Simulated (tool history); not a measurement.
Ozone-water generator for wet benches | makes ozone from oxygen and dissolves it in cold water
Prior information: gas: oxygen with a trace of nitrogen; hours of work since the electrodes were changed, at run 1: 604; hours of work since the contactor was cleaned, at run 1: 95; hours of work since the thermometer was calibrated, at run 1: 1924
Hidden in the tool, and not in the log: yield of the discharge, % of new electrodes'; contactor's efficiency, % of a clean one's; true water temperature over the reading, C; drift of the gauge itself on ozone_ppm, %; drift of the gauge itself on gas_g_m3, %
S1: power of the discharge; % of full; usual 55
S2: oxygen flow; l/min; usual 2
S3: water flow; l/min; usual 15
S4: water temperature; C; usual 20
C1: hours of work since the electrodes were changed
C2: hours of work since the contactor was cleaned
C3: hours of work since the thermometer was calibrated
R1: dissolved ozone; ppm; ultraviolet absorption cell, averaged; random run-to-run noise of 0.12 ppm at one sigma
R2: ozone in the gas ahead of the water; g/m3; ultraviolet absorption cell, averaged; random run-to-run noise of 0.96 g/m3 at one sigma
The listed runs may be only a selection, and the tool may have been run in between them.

run	hour	S1	S2	S3	S4	C1	C2	C3	R1	R2
1	0	55	2	15	20	604	95	1924	11.7	164.9
2	18	55	2	15	20	617	108	1937	11.7	163.9
3	46.9	55	2	15	20	638	129	1958	11.6	165.4
4	69.9	55	2	15	20	654	145	1974	11.7	163.7
5	92	55	2	15	20	670	161	1990	11.8	165.6
6	116.7	55	2	15	20	688	179	2008	11.7	166.3
7	137.9	55	2	15	20	703	194	2023	11.8	165.1
8	165.6	55	2	15	20	723	214	2043	11.6	169.3
9	182.4	55	1.22	15	20	735	226	2055	10	201.3
10	200.1	55	1.22	15	20	747	239	2068	10	201.6
11	214.5	55	1.06	15	20	758	249	2078	9.2	213.6
12	245.9	55	2	15	20	780	271	2101	11.5	165.7
13	264.3	55	2	15	20	793	285	2114	11.7	168.5
14	288.4	99	1.4	19	20	811	302	2131	11.5	271
15	310.3	52	3.43	15	20	826	318	2147	12.6	129.5
16	331.7	52	2.06	21	17	842	333	2162	8.5	158.8
17	359.1	47	1.09	21	17	861	353	2182	6.1	193.3
18	378.9	47	1.09	21	17	876	367	2196	6	194.6
19	392.8	64	2.78	13	17	885	377	2206	16.1	160.6
20	418	54	1.99	13	15	904	395	2224	14	164.3
21	442.4	56	2	9	20	921	412	2241	17.8	169.6
22	472.5	83	1.73	15	20	943	434	2263	14.1	228.5
23	489.3	57	3.18	15	20	955	446	2275	13.5	142.6
24	509.6	57	2	15	26	969	460	2290	11.3	169.9
25	527.3	55	1.89	20	20	982	473	2302	8.6	171.8
26	551.2	58	1.28	22	24	999	490	2319	6.7	209.9

Each row is a separate what-if for the run after 26, all from the same tool condition, not one after another. Results?
A	572.5	55	2.55	15	13	1014	505	2335	?	?
B	572.5	70	1.28	22	24	1014	505	2335	?	?
C	572.5	55	2	12	12	1014	505	2335	?	?
D	572.5	58	1.28	21	24	1014	505	2335	?	?

run	R1	R2
A	13.4	152.1
B	7.7	233.8
C	15.4	170.7
D	7.2	207.5
Take away the tool's hidden state, keep each run's random variation, and the runs would have read:
run	R1	R2
A	13.4	149.1
B	7.7	229.3
C	15.4	167.4
D	7.2	203.4
